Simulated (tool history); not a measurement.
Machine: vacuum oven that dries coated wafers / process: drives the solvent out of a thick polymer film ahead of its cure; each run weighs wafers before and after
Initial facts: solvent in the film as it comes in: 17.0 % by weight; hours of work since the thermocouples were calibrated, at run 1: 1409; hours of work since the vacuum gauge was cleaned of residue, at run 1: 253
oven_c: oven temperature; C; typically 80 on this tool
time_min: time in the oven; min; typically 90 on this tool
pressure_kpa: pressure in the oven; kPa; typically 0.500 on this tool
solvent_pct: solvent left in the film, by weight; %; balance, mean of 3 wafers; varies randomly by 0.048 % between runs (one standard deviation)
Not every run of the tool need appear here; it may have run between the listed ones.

run,hour,oven_c,time_min,pressure_kpa,hours of work since the thermocouples were calibrated,hours of work since the vacuum gauge was cleaned of residue,solvent_pct
1,0.0,80,90,0.500,1409,253,1.74
2,9.6,80,90,0.500,1415,259,1.73
3,23.5,80,90,0.500,1423,267,1.69
4,32.7,80,90,0.461,1428,272,1.80
5,39.7,83,90,0.500,1432,276,1.13
6,47.9,80,90,0.500,1437,281,1.72
7,55.9,80,90,0.500,1442,285,1.78
8,67.8,80,58,0.500,1448,292,3.36
9,80.0,80,58,0.500,1455,299,3.41
10,91.7,90,90,0.500,1462,306,0.55
# hour 94.8: oven's thermocouples calibrated
11,104.2,80,90,0.809,5,312,1.66
12,111.3,80,90,0.628,9,316,1.59
13,121.3,80,90,0.628,15,322,1.65
14,131.7,80,90,0.628,21,327,1.57
15,140.4,80,90,0.628,26,333,1.68
16,153.8,80,90,0.282,34,340,1.30
17,162.4,80,90,0.282,39,345,1.21
18,176.1,80,90,0.282,47,353,1.26
19,185.4,80,98,0.282,52,358,1.10
20,198.8,80,98,0.282,60,366,1.18
21,207.2,80,98,0.282,64,371,1.10
22,220.8,80,98,0.282,72,379,1.13
23,232.6,80,98,0.282,79,385,1.11
24,238.9,80,98,0.282,83,389,1.15
25,245.6,78,137,0.666,86,393,1.16
26,254.6,75,90,0.500,92,398,2.53
27,266.0,94,77,0.602,98,405,0.43
28,276.9,72,46,0.602,104,411,6.50
29,290.8,67,90,0.500,112,419,4.64
30,303.8,67,90,0.500,120,426,4.67
31,311.3,67,90,0.500,124,430,4.71
32,317.9,84,90,0.500,128,434,0.93
33,324.0,84,90,0.500,131,438,0.96
34,337.6,84,90,0.500,139,446,0.99
35,348.4,84,110,0.537,145,452,0.72
36,357.7,81,93,0.378,151,457,1.24
37,369.4,81,101,0.296,157,464,0.93
38,380.7,81,68,0.296,164,470,1.90
39,389.2,80,90,1.254,169,475,2.00
40,399.2,80,90,0.678,175,481,1.68
41,412.4,89,53,0.703,182,488,1.61
42,418.5,92,53,0.703,186,492,1.21
43,430.2,92,53,0.703,192,499,1.20
44,444.2,82,53,1.537,200,507,3.63
45,450.4,75,78,1.803,204,510,4.38
46,456.1,68,90,0.500,207,514,4.35

For some of the steps in solvent_pct from one run to the next: how much would appear even if the tool had no hidden state, given the settings, what came in and random variation, and how much remains for the hidden state plus any gauge scatter that the measured result and the result without hidden state don't share?
Unlogged tool condition in this case: true wafer temperature over the reading, C; true pressure over the reading, kPa; drift of the gauge itself on solvent_pct, %.
Run 7 -> 8: time_min 90 -> 58. solvent_pct +1.58 %: hidden state +0.14, all else +1.44.
Run 9 -> 10: oven_c 80 -> 90, time_min 58 -> 90. solvent_pct -2.86 %: hidden state -0.36, all else -2.50.
Run 27 -> 28: oven_c 94 -> 72, time_min 77 -> 46. solvent_pct +6.07 %: hidden state +0.13, all else +5.94.
Run 31 -> 32: oven_c 67 -> 84. solvent_pct -3.78 %: hidden state -0.10, all else -3.68.

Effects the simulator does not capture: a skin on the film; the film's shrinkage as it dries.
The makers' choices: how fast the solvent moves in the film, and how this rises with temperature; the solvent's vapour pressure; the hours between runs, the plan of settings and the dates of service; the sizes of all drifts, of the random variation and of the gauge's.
